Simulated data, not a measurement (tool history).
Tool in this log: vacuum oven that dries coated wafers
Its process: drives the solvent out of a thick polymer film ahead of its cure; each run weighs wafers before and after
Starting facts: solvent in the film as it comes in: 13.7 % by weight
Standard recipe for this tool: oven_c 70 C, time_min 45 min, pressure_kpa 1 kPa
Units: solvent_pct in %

{"run": 1, "day": 0.0, "oven_c": 70, "time_min": 45, "pressure_kpa": 1, "solvent_pct": 0.85}
{"run": 2, "day": 3.338, "oven_c": 70, "time_min": 45, "pressure_kpa": 1, "solvent_pct": 0.85}
{"run": 3, "day": 7.088, "oven_c": 70, "time_min": 45, "pressure_kpa": 0.97, "solvent_pct": 0.87}
{"day": 8.25, "done": "oven's thermocouples calibrated"}
{"run": 4, "day": 9.896, "oven_c": 59, "time_min": 45, "pressure_kpa": 1, "solvent_pct": 3.52}
{"run": 5, "day": 14.083, "oven_c": 59, "time_min": 45, "pressure_kpa": 1, "solvent_pct": 3.56}
{"day": 15.229, "done": "oven's thermocouples calibrated, once more"}
{"run": 6, "day": 17.417, "oven_c": 70, "time_min": 39, "pressure_kpa": 1, "solvent_pct": 1.07}
{"run": 7, "day": 19.138, "oven_c": 67, "time_min": 45, "pressure_kpa": 1, "solvent_pct": 1.31}
{"run": 8, "day": 22.817, "oven_c": 67, "time_min": 45, "pressure_kpa": 1, "solvent_pct": 1.3}
{"run": 9, "day": 26.625, "oven_c": 70, "time_min": 45, "pressure_kpa": 1, "solvent_pct": 0.84}
{"run": 10, "day": 29.512, "oven_c": 70, "time_min": 45, "pressure_kpa": 1, "solvent_pct": 0.87}
{"run": 11, "day": 31.679, "oven_c": 70, "time_min": 45, "pressure_kpa": 1, "solvent_pct": 0.86}
{"run": 12, "day": 35.029, "oven_c": 70, "time_min": 45, "pressure_kpa": 1, "solvent_pct": 0.89}
{"run": 13, "day": 37.904, "oven_c": 70, "time_min": 45, "pressure_kpa": 1, "solvent_pct": 0.89}
{"run": 14, "day": 41.033, "oven_c": 70, "time_min": 45, "pressure_kpa": 1, "solvent_pct": 0.9}
{"run": 15, "day": 44.808, "oven_c": 57, "time_min": 45, "pressure_kpa": 1, "solvent_pct": 4.2}
{"run": 16, "day": 47.212, "oven_c": 70, "time_min": 45, "pressure_kpa": 2.96, "solvent_pct": 1.49}
{"run": 17, "day": 50.396, "oven_c": 70, "time_min": 45, "pressure_kpa": 2.96, "solvent_pct": 1.47}
{"run": 18, "day": 53.154, "oven_c": 70, "time_min": 45, "pressure_kpa": 1, "solvent_pct": 0.92}
{"run": 19, "day": 56.317, "oven_c": 70, "time_min": 45, "pressure_kpa": 1.06, "solvent_pct": 0.93}
{"run": 20, "day": 58.258, "oven_c": 63, "time_min": 45, "pressure_kpa": 1, "solvent_pct": 2.4}
{"run": 21, "day": 60.062, "oven_c": 70, "time_min": 45, "pressure_kpa": 1, "solvent_pct": 0.95}
{"run": 22, "day": 63.246, "oven_c": 70, "time_min": 45, "pressure_kpa": 1, "solvent_pct": 0.96}
{"run": 23, "day": 66.15, "oven_c": 70, "time_min": 45, "pressure_kpa": 1, "solvent_pct": 0.95}
{"run": 24, "day": 70.062, "oven_c": 60, "time_min": 53, "pressure_kpa": 1.57, "solvent_pct": 2.98}
{"run": 25, "day": 73.588, "oven_c": 60, "time_min": 53, "pressure_kpa": 1.57, "solvent_pct": 2.98}
{"run": 26, "day": 76.867, "oven_c": 75, "time_min": 25, "pressure_kpa": 1.35, "solvent_pct": 1.42}
{"day": 78.208, "done": "oven's thermocouples calibrated"}
{"run": 27, "day": 79.925, "oven_c": 75, "time_min": 25, "pressure_kpa": 1.35, "solvent_pct": 1.19}
{"run": 28, "day": 82.788, "oven_c": 68, "time_min": 32, "pressure_kpa": 3.93, "solvent_pct": 2.76}
{"run": 29, "day": 84.933, "oven_c": 76, "time_min": 33, "pressure_kpa": 3.1, "solvent_pct": 1.05}
{"run": 30, "day": 88.112, "oven_c": 82, "time_min": 28, "pressure_kpa": 3.1, "solvent_pct": 0.7}
{"day": 89.25, "done": "vacuum gauge cleaned of residue and calibrated"}
{"run": 31, "day": 91.725, "oven_c": 56, "time_min": 45, "pressure_kpa": 2.58, "solvent_pct": 4.78}
{"run": 32, "day": 95.583, "oven_c": 56, "time_min": 45, "pressure_kpa": 2.58, "solvent_pct": 4.83}
{"run": 33, "day": 97.275, "oven_c": 72, "time_min": 64, "pressure_kpa": 1.83, "solvent_pct": 0.54}
{"run": 34, "day": 99.175, "oven_c": 72, "time_min": 64, "pressure_kpa": 1.83, "solvent_pct": 0.54}
{"run": 35, "day": 101.192, "oven_c": 72, "time_min": 64, "pressure_kpa": 1.83, "solvent_pct": 0.57}
{"run": 36, "day": 104.467, "oven_c": 57, "time_min": 64, "pressure_kpa": 3.46, "solvent_pct": 3.69}
{"run": 37, "day": 106.971, "oven_c": 77, "time_min": 70, "pressure_kpa": 3.16, "solvent_pct": 0.69}
{"run": 38, "day": 110.621, "oven_c": 64, "time_min": 51, "pressure_kpa": 0.72, "solvent_pct": 1.45}
{"run": 39, "day": 112.392, "oven_c": 69, "time_min": 47, "pressure_kpa": 3.35, "solvent_pct": 1.53}
{"run": 40, "day": 116.254, "oven_c": 59, "time_min": 33, "pressure_kpa": 0.89, "solvent_pct": 4.48}
{"run": 41, "day": 118.867, "oven_c": 59, "time_min": 33, "pressure_kpa": 0.89, "solvent_pct": 4.48}
{"run": 42, "day": 121.883, "oven_c": 81, "time_min": 60, "pressure_kpa": 3.43, "solvent_pct": 0.65}
{"run": 43, "day": 125.996, "oven_c": 78, "time_min": 60, "pressure_kpa": 3.43, "solvent_pct": 0.75}
{"run": 44, "day": 129.071, "oven_c": 74, "time_min": 67, "pressure_kpa": 3.48, "solvent_pct": 0.93}

Run 45 has not been measured yet. What should we expect?
{"run": 45, "day": 131.45, "oven_c": 74, "time_min": 67, "pressure_kpa": 3.48, "solvent_pct": "?"}

{"run 45": {"solvent_pct": 0.92}}
With no hidden state in the tool, this same run would have given solvent_pct 0.87 %.
